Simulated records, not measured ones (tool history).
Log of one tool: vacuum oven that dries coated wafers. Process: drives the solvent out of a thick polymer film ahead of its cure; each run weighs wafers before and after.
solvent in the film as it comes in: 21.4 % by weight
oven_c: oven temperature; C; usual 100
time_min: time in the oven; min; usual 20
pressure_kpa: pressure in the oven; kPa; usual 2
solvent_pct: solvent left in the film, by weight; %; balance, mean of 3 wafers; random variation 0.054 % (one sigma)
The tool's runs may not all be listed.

run	hour	oven_c	time_min	pressure_kpa	solvent_pct
1	0	100	20	2	2.38
2	51.7	100	20	2	2.5
3	112.4	100	20	2	2.46
4	190.8	100	20	2	2.48
5	231.7	110	20	2	1.15
6	317.9	110	20	2	1.18
7	409.3	110	20	2	1.32
8	459	110	20	2	1.3
# hour 475.1: oven's thermocouples calibrated
9	500.8	110	20	2	1.06
10	589.4	100	30	2	1.47
11	666.2	100	30	2	1.51
12	728.3	100	30	2	1.52
13	784.6	100	20	2	2.31
14	846.9	100	20	2	2.38
15	921.9	100	20	2	2.36
16	988.6	100	20	2	2.39
17	1068.9	100	20	2	2.31
18	1139.2	100	20	2	2.42
19	1183	100	20	2	2.53
20	1230.9	100	35	2	1.5
21	1291.3	100	20	6.26	4.86
22	1334.9	100	15	2	3.6
23	1394.1	100	20	1.09	1.97
# hour 1400: vacuum gauge cleaned of residue and calibrated
24	1463.4	100	20	1.09	2.04
25	1557.6	89	20	2	5.13
26	1600.6	89	20	2	5.17
27	1660.8	94	13	1.23	5.7
28	1727.7	100	33	6.48	4.26
# hour 1734.1: vacuum gauge cleaned of residue and calibrated, once more
29	1784.8	97	19	1.22	2.82
30	1826.1	103	25	4.31	2.77
# hour 1876.3: oven's thermocouples calibrated
31	1887.9	114	20	2.01	0.78
32	1970.1	90	28	5.19	5.31
33	2046	100	20	1.5	1.93
34	2119.9	100	27	2	1.57
35	2172.5	109	27	2	0.87
36	2258.3	100	27	2	1.64
37	2340.6	100	27	2	1.65
38	2403.8	100	27	1.73	1.48
39	2455.4	100	27	1.73	1.46
40	2514.4	88	34	3.14	4.04
41	2606.3	88	34	3.14	3.86
42	2683.9	88	34	3.14	4.01
43	2758.3	86	20	3.14	6.97
44	2819.2	86	20	3.14	6.67
45	2867.7	100	19	1.56	2.38
46	2949.8	100	19	1.56	2.4
47	3003.9	96	20	2	3.39

Hidden state or all else? Some run-to-run changes of solvent_pct, split into what the settings, what came in and random variation would give without the hidden state, and what is left for the hidden state (with any gauge scatter that isn't in both results):
The hidden state here: true wafer temperature over the reading, C; true pressure over the reading, kPa; drift of the gauge itself on solvent_pct, %.
Run 20 -> 21: time_min 35 -> 20, pressure_kpa 2 -> 6.26. solvent_pct +3.36 %: hidden state +0.25, all else +3.11.
Run 24 -> 25: oven_c 100 -> 89, pressure_kpa 1.09 -> 2. solvent_pct +3.09 %: hidden state +0.31, all else +2.78.
Run 30 -> 31: oven_c 103 -> 114, time_min 25 -> 20, pressure_kpa 4.31 -> 2.01, oven's thermocouples calibrated. solvent_pct -1.99 %: hidden state -0.3, all else -1.69.
Run 31 -> 32: oven_c 114 -> 90, time_min 20 -> 28, pressure_kpa 2.01 -> 5.19. solvent_pct +4.53 %: hidden state +0.11, all else +4.42.
Run 32 -> 33: oven_c 90 -> 100, time_min 28 -> 20, pressure_kpa 5.19 -> 1.5. solvent_pct -3.38 %: hidden state -0.04, all else -3.34.
Run 44 -> 45: oven_c 86 -> 100, time_min 20 -> 19, pressure_kpa 3.14 -> 1.56. solvent_pct -4.29 %: hidden state -0.25, all else -4.04.
